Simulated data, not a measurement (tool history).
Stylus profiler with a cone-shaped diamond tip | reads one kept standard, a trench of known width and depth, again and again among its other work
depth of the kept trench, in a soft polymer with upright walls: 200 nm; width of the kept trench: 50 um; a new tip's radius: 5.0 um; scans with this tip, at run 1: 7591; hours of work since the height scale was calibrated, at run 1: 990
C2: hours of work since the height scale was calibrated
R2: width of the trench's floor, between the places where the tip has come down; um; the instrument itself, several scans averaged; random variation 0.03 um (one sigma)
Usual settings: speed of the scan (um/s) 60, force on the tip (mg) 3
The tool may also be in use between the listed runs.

{"run": 1, "hour": 0.0, "speed of the scan (um/s)": 60, "force on the tip (mg)": 3, "scans with this tip": 7591, "C2": 990, "depth of the trench (nm)": 203.46, "R2": 47.09}
{"run": 2, "hour": 31.2, "speed of the scan (um/s)": 60, "force on the tip (mg)": 3.81, "scans with this tip": 7751, "C2": 1011, "depth of the trench (nm)": 204.18, "R2": 47.11}
{"run": 3, "hour": 93.4, "speed of the scan (um/s)": 60, "force on the tip (mg)": 3.81, "scans with this tip": 8070, "C2": 1053, "depth of the trench (nm)": 204.16, "R2": 47.09}
{"run": 4, "hour": 144.9, "speed of the scan (um/s)": 60, "force on the tip (mg)": 3, "scans with this tip": 8334, "C2": 1087, "depth of the trench (nm)": 203.45, "R2": 47.07}
{"run": 5, "hour": 185.7, "speed of the scan (um/s)": 60, "force on the tip (mg)": 3, "scans with this tip": 8543, "C2": 1114, "depth of the trench (nm)": 203.57, "R2": 47.09}
{"run": 6, "hour": 240.9, "speed of the scan (um/s)": 60, "force on the tip (mg)": 3, "scans with this tip": 8825, "C2": 1151, "depth of the trench (nm)": 203.5, "R2": 47.01}
{"run": 7, "hour": 288.3, "speed of the scan (um/s)": 60, "force on the tip (mg)": 3, "scans with this tip": 9068, "C2": 1183, "depth of the trench (nm)": 203.63, "R2": 47.08}
{"run": 8, "hour": 318.5, "speed of the scan (um/s)": 60, "force on the tip (mg)": 3, "scans with this tip": 9222, "C2": 1203, "depth of the trench (nm)": 203.53, "R2": 47.08}
{"run": 9, "hour": 357.9, "speed of the scan (um/s)": 60, "force on the tip (mg)": 3, "scans with this tip": 9425, "C2": 1229, "depth of the trench (nm)": 203.5, "R2": 47.04}
{"run": 10, "hour": 409.0, "speed of the scan (um/s)": 60, "force on the tip (mg)": 3, "scans with this tip": 9686, "C2": 1263, "depth of the trench (nm)": 203.49, "R2": 47.09}
{"run": 11, "hour": 441.9, "speed of the scan (um/s)": 60, "force on the tip (mg)": 3, "scans with this tip": 9854, "C2": 1285, "depth of the trench (nm)": 203.54, "R2": 47.1}
{"run": 12, "hour": 493.3, "speed of the scan (um/s)": 189, "force on the tip (mg)": 3, "scans with this tip": 10118, "C2": 1320, "depth of the trench (nm)": 203.65, "R2": 46.8}
{"run": 13, "hour": 551.8, "speed of the scan (um/s)": 60, "force on the tip (mg)": 3, "scans with this tip": 10417, "C2": 1359, "depth of the trench (nm)": 203.43, "R2": 47.14}
{"run": 14, "hour": 584.8, "speed of the scan (um/s)": 60, "force on the tip (mg)": 3.56, "scans with this tip": 10586, "C2": 1381, "depth of the trench (nm)": 203.8, "R2": 47.1}
{"run": 15, "hour": 628.6, "speed of the scan (um/s)": 32, "force on the tip (mg)": 2.29, "scans with this tip": 10811, "C2": 1410, "depth of the trench (nm)": 202.97, "R2": 47.14}
{"run": 16, "hour": 690.8, "speed of the scan (um/s)": 67, "force on the tip (mg)": 5.52, "scans with this tip": 11129, "C2": 1452, "depth of the trench (nm)": 205.49, "R2": 47.16}
{"run": 17, "hour": 724.8, "speed of the scan (um/s)": 143, "force on the tip (mg)": 5.52, "scans with this tip": 11303, "C2": 1474, "depth of the trench (nm)": 205.34, "R2": 46.99}
{"run": 18, "hour": 772.0, "speed of the scan (um/s)": 143, "force on the tip (mg)": 5.52, "scans with this tip": 11545, "C2": 1506, "depth of the trench (nm)": 205.36, "R2": 46.98}
{"run": 19, "hour": 803.2, "speed of the scan (um/s)": 60, "force on the tip (mg)": 3.47, "scans with this tip": 11705, "C2": 1527, "depth of the trench (nm)": 203.72, "R2": 47.11}
{"run": 20, "hour": 854.0, "speed of the scan (um/s)": 60, "force on the tip (mg)": 3.47, "scans with this tip": 11965, "C2": 1561, "depth of the trench (nm)": 204.02, "R2": 47.08}
{"run": 21, "hour": 900.7, "speed of the scan (um/s)": 60, "force on the tip (mg)": 3.47, "scans with this tip": 12205, "C2": 1592, "depth of the trench (nm)": 203.91, "R2": 47.07}
{"run": 22, "hour": 955.8, "speed of the scan (um/s)": 49, "force on the tip (mg)": 1.44, "scans with this tip": 12487, "C2": 1629, "depth of the trench (nm)": 202.15, "R2": 47.07}
{"run": 23, "hour": 1019.1, "speed of the scan (um/s)": 29, "force on the tip (mg)": 2.46, "scans with this tip": 12811, "C2": 1671, "depth of the trench (nm)": 203.13, "R2": 47.16}
{"run": 24, "hour": 1084.7, "speed of the scan (um/s)": 29, "force on the tip (mg)": 2.46, "scans with this tip": 13147, "C2": 1715, "depth of the trench (nm)": 203.01, "R2": 47.14}
{"run": 25, "hour": 1116.2, "speed of the scan (um/s)": 29, "force on the tip (mg)": 2.46, "scans with this tip": 13309, "C2": 1736, "depth of the trench (nm)": 203.16, "R2": 47.12}

3 ways to go on from here, each from the tool as it stands after run 25. What would each give?
{"run": "A", "hour": 1166.5, "speed of the scan (um/s)": 35, "force on the tip (mg)": 3, "scans with this tip": 13566, "C2": 1770, "depth of the trench (nm)": "?", "R2": "?"}
{"run": "B", "hour": 1166.5, "speed of the scan (um/s)": 126, "force on the tip (mg)": 1.39, "scans with this tip": 13566, "C2": 1770, "depth of the trench (nm)": "?", "R2": "?"}
{"run": "C", "hour": 1166.5, "speed of the scan (um/s)": 25, "force on the tip (mg)": 3.16, "scans with this tip": 13566, "C2": 1770, "depth of the trench (nm)": "?", "R2": "?"}

run=A depth_of_the_trench_(nm)=203.45 R2=47.08
run=B depth_of_the_trench_(nm)=202.34 R2=46.87
run=C depth_of_the_trench_(nm)=203.56 R2=47.12
Without the tool's hidden state the same runs would have given:
run=A depth_of_the_trench_(nm)=203.43 R2=47.1
run=B depth_of_the_trench_(nm)=202.32 R2=46.88
run=C depth_of_the_trench_(nm)=203.54 R2=47.14
